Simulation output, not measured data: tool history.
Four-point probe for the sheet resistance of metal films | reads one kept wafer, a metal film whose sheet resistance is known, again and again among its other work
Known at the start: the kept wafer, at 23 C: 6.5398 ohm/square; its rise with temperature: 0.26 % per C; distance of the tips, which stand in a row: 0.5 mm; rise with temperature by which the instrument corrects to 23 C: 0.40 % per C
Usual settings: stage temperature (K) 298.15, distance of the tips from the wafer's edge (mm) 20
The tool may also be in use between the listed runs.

run	hour	stage temperature (K)	distance of the tips from the wafer's edge (mm)	sheet resistance as the instrument gives it (ohm/square)
1	0.0	298.15	20	6.519098
2	12.9	298.15	20	6.520267
3	24.1	298.15	20	6.519796
4	39.3	298.15	20	6.518044
5	57.6	298.15	20	6.519095
6	76.2	298.15	25	6.516283
7	94.1	298.15	25	6.519483
8	105.2	307.15	25	6.434448
9	115.0	307.15	25	6.438261
10	129.2	295.15	20	6.547976
11	140.6	295.15	20	6.546031
12	153.1	295.15	20	6.545830
13	164.7	292.15	20	6.577825
14	183.6	298.15	20	6.518112
15	195.4	298.15	20	6.519576
16	207.3	298.15	20	6.519970
17	224.8	298.15	20	6.520082
18	233.8	298.15	20	6.518897
19	253.2	298.15	24	6.519705
20	273.0	298.15	24	6.519562
21	290.0	298.15	20	6.521053
22	303.1	298.15	20	6.520845
23	319.7	300.15	20	6.501059
24	339.8	300.15	20	6.503350
25	352.5	299.15	15	6.511872
26	373.6	304.15	6	6.486125
27	394.1	291.15	6	6.608521
28	413.4	291.15	6	6.610399
29	427.4	291.15	6	6.609636
30	441.7	291.15	6	6.613361
31	460.2	300.15	33	6.501979
32	473.3	306.15	19	6.448134
33	489.1	306.15	19	6.449291
34	506.9	305.15	43	6.454863
35	520.3	300.15	57	6.500553
36	539.4	300.15	57	6.502316
37	558.3	296.15	5	6.573806
38	574.8	298.15	14	6.525775
39	594.2	297.15	4	6.584359
40	612.0	292.15	5	6.611980
41	621.7	307.15	20	6.441909
42	638.5	295.15	5	6.582190
43	649.1	295.15	36	6.547751
44	662.4	295.15	36	6.547732

Forecast each of these 5 alternatives for the next run:
A	676.5	307.15	36	?
B	676.5	298.15	36	?
C	676.5	298.15	14	?
D	676.5	303.15	10	?
E	676.5	294.15	36	?

run	sheet resistance as the instrument gives it (ohm/square)
A	6.438889
B	6.519368
C	6.523019
D	6.483006
E	6.557752
Without the tool's hidden state the same runs would have given:
run	sheet resistance as the instrument gives it (ohm/square)
A	6.439788
B	6.520323
C	6.523975
D	6.483931
E	6.558733
